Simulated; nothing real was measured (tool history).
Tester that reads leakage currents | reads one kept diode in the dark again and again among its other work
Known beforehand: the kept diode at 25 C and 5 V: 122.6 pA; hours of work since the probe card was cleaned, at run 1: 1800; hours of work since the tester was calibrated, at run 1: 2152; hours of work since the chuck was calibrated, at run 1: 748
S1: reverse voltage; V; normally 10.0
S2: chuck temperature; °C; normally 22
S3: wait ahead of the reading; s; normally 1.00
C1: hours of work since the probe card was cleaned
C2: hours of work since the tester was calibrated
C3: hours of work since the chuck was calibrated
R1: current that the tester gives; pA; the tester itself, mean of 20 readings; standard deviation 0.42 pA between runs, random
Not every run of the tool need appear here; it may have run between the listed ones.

run 1 hour=0.0 | S1=10.0 S2=22 S3=1.00 | C1=1800 C2=2152 C3=748 | R1=154.84
run 2 hour=42.9 | S1=10.0 S2=50 S3=1.00 | C1=1827 C2=2179 C3=775 | R1=1800.45
run 3 hour=77.5 | S1=10.0 S2=50 S3=8.49 | C1=1849 C2=2201 C3=797 | R1=1803.56
run 4 hour=134.7 | S1=7.9 S2=22 S3=1.00 | C1=1885 C2=2237 C3=833 | R1=134.93
run 5 hour=185.7 | S1=10.0 S2=22 S3=1.00 | C1=1917 C2=2269 C3=865 | R1=156.30
run 6 hour=221.1 | S1=10.0 S2=22 S3=1.00 | C1=1940 C2=2292 C3=888 | R1=157.13
run 7 hour=302.6 | S1=10.0 S2=22 S3=1.00 | C1=1991 C2=2343 C3=939 | R1=157.98
run 8 hour=343.4 | S1=10.0 S2=22 S3=1.00 | C1=2017 C2=2369 C3=965 | R1=157.84
run 9 hour=399.5 | S1=10.0 S2=22 S3=1.00 | C1=2052 C2=2404 C3=1000 | R1=159.15
run 10 hour=454.3 | S1=10.0 S2=22 S3=1.00 | C1=2087 C2=2439 C3=1035 | R1=159.85
run 11 hour=497.3 | S1=10.0 S2=22 S3=1.00 | C1=2114 C2=2466 C3=1062 | R1=159.95
run 12 hour=552.5 | S1=10.0 S2=32 S3=1.00 | C1=2149 C2=2501 C3=1097 | R1=393.82
run 13 hour=626.4 | S1=10.0 S2=32 S3=1.00 | C1=2196 C2=2548 C3=1144 | R1=396.12
run 14 hour=690.3 | S1=10.0 S2=32 S3=1.00 | C1=2236 C2=2588 C3=1184 | R1=397.43
run 15 hour=771.0 | S1=10.0 S2=32 S3=1.00 | C1=2287 C2=2639 C3=1235 | R1=395.82
-- hour=834.8 probe card cleaned and baked
run 16 hour=835.0 | S1=10.0 S2=22 S3=1.00 | C1=0 C2=2677 C3=1273 | R1=171.25
run 17 hour=880.1 | S1=10.0 S2=22 S3=1.00 | C1=29 C2=2706 C3=1302 | R1=172.34
run 18 hour=931.0 | S1=10.0 S2=22 S3=1.00 | C1=61 C2=2738 C3=1334 | R1=172.43
run 19 hour=1010.4 | S1=2.7 S2=35 S3=1.00 | C1=111 C2=2788 C3=1384 | R1=237.68
-- hour=1068.3 chuck's temperature calibrated
run 20 hour=1068.3 | S1=2.7 S2=35 S3=1.00 | C1=146 C2=2824 C3=0 | R1=224.48
run 21 hour=1135.6 | S1=2.7 S2=20 S3=0.32 | C1=189 C2=2866 C3=42 | R1=59.56
run 22 hour=1195.5 | S1=2.7 S2=20 S3=0.32 | C1=226 C2=2904 C3=80 | R1=59.50
run 23 hour=1271.8 | S1=9.8 S2=56 S3=1.00 | C1=275 C2=2952 C3=128 | R1=2830.32
-- hour=1292.6 probe card cleaned and baked, once more
run 24 hour=1358.3 | S1=10.0 S2=51 S3=0.31 | C1=41 C2=3005 C3=181 | R1=1913.69
run 25 hour=1415.7 | S1=4.3 S2=56 S3=3.61 | C1=78 C2=3041 C3=217 | R1=1727.91
run 26 hour=1490.7 | S1=13.4 S2=38 S3=3.10 | C1=125 C2=3088 C3=265 | R1=753.90
run 27 hour=1549.5 | S1=13.4 S2=38 S3=3.10 | C1=162 C2=3125 C3=302 | R1=753.46
run 28 hour=1593.0 | S1=5.4 S2=22 S3=6.06 | C1=190 C2=3153 C3=329 | R1=99.61
run 29 hour=1669.4 | S1=5.4 S2=22 S3=6.06 | C1=238 C2=3201 C3=378 | R1=99.84
run 30 hour=1723.0 | S1=5.4 S2=22 S3=6.06 | C1=272 C2=3235 C3=411 | R1=99.46
run 31 hour=1797.5 | S1=5.4 S2=22 S3=6.06 | C1=319 C2=3282 C3=459 | R1=100.14
run 32 hour=1852.1 | S1=5.4 S2=43 S3=1.72 | C1=353 C2=3317 C3=493 | R1=686.24

3 options for the next run, each taken on its own from the tool as it stands now. Forecast them:
run A hour=1906.2 | S1=8.0 S2=43 S3=1.72 | C1=387 C2=3351 C3=527 | R1=?
run B hour=1906.2 | S1=10.0 S2=22 S3=0.42 | C1=387 C2=3351 C3=527 | R1=?
run C hour=1906.2 | S1=2.2 S2=22 S3=1.00 | C1=387 C2=3351 C3=527 | R1=?

run=A R1=865.83
run=B R1=146.74
run=C R1=59.08
Without the tool's hidden state the same runs would have given:
run=A R1=836.98
run=B R1=139.29
run=C R1=56.44

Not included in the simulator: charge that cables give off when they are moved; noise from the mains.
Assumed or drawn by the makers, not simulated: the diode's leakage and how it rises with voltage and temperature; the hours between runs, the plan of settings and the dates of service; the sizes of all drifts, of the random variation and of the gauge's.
